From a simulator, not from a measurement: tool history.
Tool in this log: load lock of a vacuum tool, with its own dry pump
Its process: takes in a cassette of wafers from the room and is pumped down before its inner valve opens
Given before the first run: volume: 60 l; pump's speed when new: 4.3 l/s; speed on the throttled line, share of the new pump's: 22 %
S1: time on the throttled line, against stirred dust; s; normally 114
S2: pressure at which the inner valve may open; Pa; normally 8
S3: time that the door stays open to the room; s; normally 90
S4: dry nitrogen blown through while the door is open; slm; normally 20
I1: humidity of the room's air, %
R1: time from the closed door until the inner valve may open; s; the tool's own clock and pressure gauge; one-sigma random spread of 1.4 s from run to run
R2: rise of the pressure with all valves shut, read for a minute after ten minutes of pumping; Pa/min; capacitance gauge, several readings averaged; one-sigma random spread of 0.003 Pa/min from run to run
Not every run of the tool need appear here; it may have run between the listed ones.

Run 1, hour 0.0: usual settings; I1 47.2. Result: R1 244.4 s, R2 0.214 Pa/min.
Run 2, hour 177.5: usual settings; I1 40.5. Result: R1 247.2 s, R2 0.216 Pa/min.
Run 3, hour 538.5: usual settings; I1 44.2. Result: R1 247.4 s, R2 0.228 Pa/min.
Run 4, hour 920.4: usual settings; I1 47.6. Result: R1 247.6 s, R2 0.255 Pa/min.
Run 5, hour 1222.1: usual settings but S3 50 s; I1 42.9. Result: R1 254.4 s, R2 0.244 Pa/min.
Run 6, hour 1443.5: usual settings; I1 45.2. Result: R1 251.3 s, R2 0.270 Pa/min.
At hour 1796.7: dry pump taken out, an overhauled one fitted.
Run 7, hour 1814.0: usual settings; I1 45.0. Result: R1 221.1 s, R2 0.287 Pa/min.
Run 8, hour 2164.2: usual settings; I1 43.1. Result: R1 223.0 s, R2 0.303 Pa/min.
Run 9, hour 2340.3: usual settings; I1 42.9. Result: R1 223.5 s, R2 0.313 Pa/min.
Run 10, hour 2556.8: usual settings but S1 99 s, S3 70 s; I1 46.0. Result: R1 214.0 s, R2 0.320 Pa/min.
Run 11, hour 2847.7: usual settings but S1 99 s, S3 70 s; I1 47.1. Result: R1 215.8 s, R2 0.336 Pa/min.
Run 12, hour 3017.2: usual settings but S1 99 s, S3 70 s; I1 45.0. Result: R1 212.4 s, R2 0.343 Pa/min.
Run 13, hour 3245.8: usual settings but S1 205 s, S2 14 Pa, S3 32 s, S4 4 slm; I1 44.8. Result: R1 287.5 s, R2 0.354 Pa/min.
Run 14, hour 3588.3: usual settings but S1 205 s, S2 14 Pa, S3 32 s, S4 4 slm; I1 47.1. Result: R1 286.8 s, R2 0.368 Pa/min.
Run 15, hour 3985.2: usual settings but S1 102 s, S2 11 Pa, S3 25 s, S4 5 slm; I1 45.4. Result: R1 213.5 s, R2 0.392 Pa/min.
Run 16, hour 4339.2: usual settings but S1 102 s, S2 11 Pa, S3 96 s, S4 17 slm; I1 46.5. Result: R1 212.8 s, R2 0.430 Pa/min.
Run 17, hour 4511.8: usual settings but S1 102 s, S2 11 Pa, S3 96 s, S4 8 slm; I1 45.7. Result: R1 217.3 s, R2 0.440 Pa/min.

Here are 5 independent what-if runs from the current tool condition. What would each one return?
Run A, hour 4777.6: usual settings but S4 29 slm; I1 42.9. Result: R1 ?, R2 ?.
Run B, hour 4777.6: usual settings but S1 102 s, S2 11 Pa, S3 135 s, S4 8 slm; I1 42.9. Result: R1 ?, R2 ?.
Run C, hour 4777.6: usual settings but S1 59 s, S2 11 Pa, S3 57 s, S4 29 slm; I1 44.6. Result: R1 ?, R2 ?.
Run D, hour 4777.6: usual settings but S1 85 s, S2 11 Pa, S3 34 s, S4 21 slm; I1 48.1. Result: R1 ?, R2 ?.
Run E, hour 4777.6: usual settings but S1 102 s, S2 14 Pa, S3 96 s, S4 8 slm; I1 44.6. Result: R1 ?, R2 ?.

run     R1     R2
  A  228.4  0.436
  B  215.7  0.485
  C  182.9  0.422
  D  202.1  0.420
  E  208.9  0.458
The same runs, with their run-to-run variation unchanged, on a tool lacking any hidden condition would have given:
run     R1     R2
  A  222.3  0.026
  B  209.7  0.066
  C  176.6  0.021
  D  195.9  0.017
  E  203.1  0.054
